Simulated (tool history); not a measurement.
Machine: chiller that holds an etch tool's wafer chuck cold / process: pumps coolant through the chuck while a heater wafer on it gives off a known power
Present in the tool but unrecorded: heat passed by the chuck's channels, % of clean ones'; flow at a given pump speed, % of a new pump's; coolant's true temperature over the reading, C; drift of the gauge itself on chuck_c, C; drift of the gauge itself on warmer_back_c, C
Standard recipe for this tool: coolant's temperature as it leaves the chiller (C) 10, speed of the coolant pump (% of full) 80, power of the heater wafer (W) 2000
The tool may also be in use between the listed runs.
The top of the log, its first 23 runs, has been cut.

| run | hour | coolant's temperature as it leaves the chiller (C) | speed of the coolant pump (% of full) | power of the heater wafer (W) | hours since the coolant was changed and the channels were flushed | hours since the pump was overhauled | hours since the chiller's thermometer was calibrated | chuck's temperature once it has settled (C) | how much warmer the coolant comes back (C) |
|---|---|---|---|---|---|---|---|---|---|
| 24 | 2079.4 | 5 | 62 | 1173 | 851 | 104 | 1750 | 14.8 | 5.11 |
| 25 | 2197.1 | 5 | 62 | 1173 | 969 | 221 | 1868 | 14.9 | 5.06 |
| 26 | 2306.0 | 6 | 80 | 2000 | 1078 | 330 | 1977 | 19.3 | 6.65 |
| 27 | 2401.1 | 10 | 81 | 2000 | 1173 | 425 | 2072 | 23.1 | 6.53 |
| 28 | 2502.0 | 10 | 81 | 2000 | 1274 | 526 | 2173 | 23.1 | 6.54 |
| 29 | 2616.9 | 13 | 70 | 1889 | 1389 | 641 | 2288 | 27.2 | 7.23 |
| 30 | 2708.5 | 13 | 70 | 1889 | 1480 | 733 | 2380 | 27.1 | 7.28 |
| 31 | 2800.6 | 13 | 69 | 1889 | 1572 | 825 | 2472 | 27.3 | 7.32 |
| 32 | 2892.1 | 13 | 69 | 1889 | 1664 | 916 | 2563 | 27.3 | 7.37 |
| 33 | 2972.9 | 0 | 81 | 1001 | 1745 | 997 | 2644 | 6.5 | 3.04 |

Each row is a separate what-if for the run after 33, all from the same tool condition, not one after another. Results?
| A | 3078.6 | 11 | 63 | 1864 | 1850 | 1103 | 2750 | ? | ? |
| B | 3078.6 | 0 | 93 | 1244 | 1850 | 1103 | 2750 | ? | ? |
| C | 3078.6 | 3 | 78 | 1001 | 1850 | 1103 | 2750 | ? | ? |

| run | chuck's temperature once it has settled (C) | how much warmer the coolant comes back (C) |
|---|---|---|
| A | 26.3 | 7.92 |
| B | 7.2 | 3.31 |
| C | 9.9 | 3.14 |
Had the tool no hidden state, the same runs would have come out as:
| run | chuck's temperature once it has settled (C) | how much warmer the coolant comes back (C) |
|---|---|---|
| A | 26.3 | 8.33 |
| B | 7.2 | 3.72 |
| C | 9.9 | 3.55 |

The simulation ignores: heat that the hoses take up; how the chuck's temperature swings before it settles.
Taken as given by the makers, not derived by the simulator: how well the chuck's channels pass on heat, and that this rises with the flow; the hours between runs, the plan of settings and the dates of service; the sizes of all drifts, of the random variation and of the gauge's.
